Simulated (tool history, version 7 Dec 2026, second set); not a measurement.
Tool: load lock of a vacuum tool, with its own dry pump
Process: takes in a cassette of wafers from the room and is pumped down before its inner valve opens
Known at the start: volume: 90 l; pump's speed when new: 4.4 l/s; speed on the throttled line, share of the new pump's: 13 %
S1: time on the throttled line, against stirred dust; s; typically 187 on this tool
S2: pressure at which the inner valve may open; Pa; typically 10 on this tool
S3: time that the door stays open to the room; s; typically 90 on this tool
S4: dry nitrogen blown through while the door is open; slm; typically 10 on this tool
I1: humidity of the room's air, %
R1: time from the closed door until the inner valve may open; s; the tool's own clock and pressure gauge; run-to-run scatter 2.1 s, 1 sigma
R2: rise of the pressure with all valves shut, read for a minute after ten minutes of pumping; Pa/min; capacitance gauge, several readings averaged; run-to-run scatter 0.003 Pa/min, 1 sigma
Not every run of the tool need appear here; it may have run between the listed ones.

run 1 day=0 | S1=187 S2=10 S3=90 S4=10 | I1=43.4 | R1=354.4 R2=0.145
run 2 day=10.621 | S1=187 S2=10 S3=49 S4=10 | I1=46.7 | R1=359.2 R2=0.138
run 3 day=18.25 | S1=187 S2=10 S3=49 S4=10 | I1=44.5 | R1=357.3 R2=0.15
run 4 day=25.396 | S1=187 S2=10 S3=49 S4=10 | I1=47.6 | R1=356 R2=0.163
run 5 day=30.8 | S1=187 S2=10 S3=49 S4=10 | I1=43.1 | R1=358.6 R2=0.168
run 6 day=39.679 | S1=187 S2=10 S3=49 S4=10 | I1=43 | R1=362.9 R2=0.18
run 7 day=48.912 | S1=187 S2=10 S3=49 S4=10 | I1=45.8 | R1=361.1 R2=0.196
run 8 day=57.05 | S1=187 S2=10 S3=49 S4=10 | I1=46.5 | R1=359.6 R2=0.2
run 9 day=65 | S1=187 S2=10 S3=49 S4=10 | I1=45.4 | R1=358.2 R2=0.225
run 10 day=74.3 | S1=196 S2=10 S3=49 S4=10 | I1=43.6 | R1=368.5 R2=0.231
run 11 day=84.25 | S1=101 S2=8 S3=72 S4=4 | I1=44.7 | R1=297 R2=0.264
run 12 day=95.567 | S1=162 S2=13 S3=90 S4=10 | I1=45.4 | R1=336.6 R2=0.284
run 13 day=100.838 | S1=209 S2=13 S3=67 S4=9 | I1=46.7 | R1=374.9 R2=0.288
run 14 day=110.196 | S1=209 S2=13 S3=67 S4=9 | I1=45.8 | R1=374.2 R2=0.305
run 15 day=120.588 | S1=187 S2=10 S3=233 S4=40 | I1=42 | R1=365.2 R2=0.32
run 16 day=128.858 | S1=187 S2=8 S3=90 S4=10 | I1=46.7 | R1=373.2 R2=0.344
run 17 day=139.125 | S1=187 S2=10 S3=64 S4=26 | I1=46 | R1=367.6 R2=0.336

Some steps in R1, run to run, broken into two amounts with sign: the step expected even without the hidden condition (settings, incoming material, random variation), and the rest, left for the hidden condition together with whatever gauge scatter is not in both the measured and the hidden-condition-free result:
The hidden state here: pump's speed, % of a new pump's; leak at the door's seal, Pa l/s; drift of the gauge itself on ready_s, %; drift of the gauge itself on rise_pa_min, %.
Run 10 -> 11: S1 196 -> 101, S2 10 -> 8, S3 49 -> 72, S4 10 -> 4. R1 -71.5 s: hidden state +2.5, all else -74.

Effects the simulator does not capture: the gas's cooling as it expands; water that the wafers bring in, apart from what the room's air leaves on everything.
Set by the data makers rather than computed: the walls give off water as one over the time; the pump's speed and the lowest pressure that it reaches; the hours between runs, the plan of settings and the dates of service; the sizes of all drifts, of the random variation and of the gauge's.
